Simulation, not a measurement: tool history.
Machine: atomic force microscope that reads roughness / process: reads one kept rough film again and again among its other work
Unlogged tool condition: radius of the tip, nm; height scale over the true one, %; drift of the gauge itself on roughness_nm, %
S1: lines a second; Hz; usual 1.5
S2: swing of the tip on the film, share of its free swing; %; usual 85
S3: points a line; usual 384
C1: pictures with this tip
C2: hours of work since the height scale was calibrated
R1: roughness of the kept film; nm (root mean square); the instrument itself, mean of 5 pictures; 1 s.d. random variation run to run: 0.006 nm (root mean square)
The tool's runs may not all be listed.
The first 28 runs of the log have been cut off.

run     day    S1  S2   S3   C1    C2     R1
 29  40.304  1.69  70  961  168  1021  3.031
     41.179  -- new tip fitted
 30  41.946  1.69  70  961   44  1050  3.087
 31  42.721  0.86  59  384   87  1064  3.243
 32  44.429  0.96  76  971  184  1094  3.076
     44.938  -- new tip fitted
 33  45.296  0.96  76  537   20  1110  3.156
 34  46.188  0.96  76  537   70  1125  3.135
 35  47.438  1.89  61  279  141  1148  3.125
 36  48.625   0.6  85  384  208  1169  3.071
     48.767  -- new tip fitted
 37   50.05   0.6  85  384   72  1194  3.123
 38  51.867  0.55  85  610  175  1227  3.115
     52.654  -- new tip fitted
 39   53.65   1.5  72  384   56  1258  3.092
 40  55.512  0.54  84  519  162  1291  3.124
     56.504  -- new tip fitted
 41   56.75  0.54  84  519   14  1313  3.187
 42  58.383  0.82  79  799  106  1342  3.118
 43  59.404  1.63  79  545  164  1360   2.93
      60.25  -- new tip fitted
 44  60.467  1.63  79  545   12  1379  2.995
 45   61.55   1.5  70  942   73  1398  3.111

Alternative continuations, all from the tool just after run 45; predict every row:
  A  62.771  1.11  79  306  142  1420   ?
  B  62.771  0.73  70  942  142  1420   ?
  C  62.771  0.59  72  384  142  1420   ?
  D  62.771  3.25  79  859  142  1420   ?
  E  62.771   1.5  85  879  142  1420   ?

run     R1
  A  3.038
  B  3.197
  C  3.197
  D  2.672
  E  2.868
Stripped of hidden state, with their random variation kept, the same runs would have yielded:
run     R1
  A  3.061
  B  3.222
  C  3.221
  D  2.692
  E   2.89
